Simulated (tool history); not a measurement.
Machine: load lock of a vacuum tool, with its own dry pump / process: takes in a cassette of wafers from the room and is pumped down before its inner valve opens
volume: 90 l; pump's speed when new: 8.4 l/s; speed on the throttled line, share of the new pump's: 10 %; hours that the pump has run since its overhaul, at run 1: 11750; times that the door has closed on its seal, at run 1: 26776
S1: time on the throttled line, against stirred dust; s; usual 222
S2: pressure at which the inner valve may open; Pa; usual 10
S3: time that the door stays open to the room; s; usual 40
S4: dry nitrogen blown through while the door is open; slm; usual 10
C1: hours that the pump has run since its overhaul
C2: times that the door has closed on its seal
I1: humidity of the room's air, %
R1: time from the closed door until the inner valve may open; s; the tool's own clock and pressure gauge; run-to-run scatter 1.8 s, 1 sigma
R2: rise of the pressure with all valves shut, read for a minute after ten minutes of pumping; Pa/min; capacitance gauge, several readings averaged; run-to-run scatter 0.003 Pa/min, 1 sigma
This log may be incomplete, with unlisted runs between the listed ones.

{"run": 1, "hour": 0.0, "S1": 222, "S2": 10, "S3": 40, "S4": 10, "C1": 11750, "C2": 26776, "I1": 46.4, "R1": 310.1, "R2": 0.167}
{"run": 2, "hour": 338.7, "S1": 222, "S2": 10, "S3": 40, "S4": 10, "C1": 12089, "C2": 27293, "I1": 48.8, "R1": 307.4, "R2": 0.172}
{"run": 3, "hour": 628.9, "S1": 222, "S2": 10, "S3": 40, "S4": 10, "C1": 12379, "C2": 27737, "I1": 46.2, "R1": 307.9, "R2": 0.177}
{"run": 4, "hour": 928.2, "S1": 222, "S2": 10, "S3": 40, "S4": 10, "C1": 12678, "C2": 28194, "I1": 44.5, "R1": 309.5, "R2": 0.176}
{"run": 5, "hour": 1345.7, "S1": 124, "S2": 10, "S3": 40, "S4": 10, "C1": 13096, "C2": 28832, "I1": 48.4, "R1": 223.7, "R2": 0.182}
{"run": 6, "hour": 1732.5, "S1": 144, "S2": 10, "S3": 40, "S4": 10, "C1": 13482, "C2": 29423, "I1": 43.3, "R1": 243.5, "R2": 0.188}
{"run": 7, "hour": 2026.7, "S1": 144, "S2": 10, "S3": 40, "S4": 10, "C1": 13776, "C2": 29873, "I1": 41.7, "R1": 243.1, "R2": 0.193}
{"run": 8, "hour": 2399.6, "S1": 144, "S2": 10, "S3": 41, "S4": 10, "C1": 14149, "C2": 30442, "I1": 44.3, "R1": 241.9, "R2": 0.201}
{"run": 9, "hour": 2717.9, "S1": 144, "S2": 10, "S3": 41, "S4": 10, "C1": 14468, "C2": 30929, "I1": 46, "R1": 241.5, "R2": 0.204}
{"run": 10, "hour": 2976.1, "S1": 222, "S2": 10, "S3": 40, "S4": 10, "C1": 14726, "C2": 31323, "I1": 46.1, "R1": 311.4, "R2": 0.204}
{"run": 11, "hour": 3220.1, "S1": 222, "S2": 10, "S3": 40, "S4": 10, "C1": 14970, "C2": 31696, "I1": 44.8, "R1": 311.3, "R2": 0.214}
{"run": 12, "hour": 3628.0, "S1": 222, "S2": 10, "S3": 40, "S4": 10, "C1": 15378, "C2": 32319, "I1": 46.1, "R1": 315.6, "R2": 0.219}
{"run": 13, "hour": 3975.8, "S1": 222, "S2": 10, "S3": 40, "S4": 10, "C1": 15726, "C2": 32851, "I1": 44.3, "R1": 313.5, "R2": 0.219}
{"run": 14, "hour": 4247.6, "S1": 222, "S2": 13, "S3": 40, "S4": 10, "C1": 15997, "C2": 33266, "I1": 45.3, "R1": 308.1, "R2": 0.229}
{"run": 15, "hour": 4480.8, "S1": 222, "S2": 10, "S3": 40, "S4": 10, "C1": 16231, "C2": 33623, "I1": 44.2, "R1": 315.1, "R2": 0.232}

For run 16, what comes out?
{"run": 16, "hour": 4776.6, "S1": 222, "S2": 10, "S3": 40, "S4": 10, "C1": 16526, "C2": 34075, "I1": 43.6, "R1": "?", "R2": "?"}

Run 16 measured R1 308.7 s, R2 0.227 Pa/min.
Had the tool carried no hidden state, the very same run would have given R1 294.2 s, R2 0.017 Pa/min.

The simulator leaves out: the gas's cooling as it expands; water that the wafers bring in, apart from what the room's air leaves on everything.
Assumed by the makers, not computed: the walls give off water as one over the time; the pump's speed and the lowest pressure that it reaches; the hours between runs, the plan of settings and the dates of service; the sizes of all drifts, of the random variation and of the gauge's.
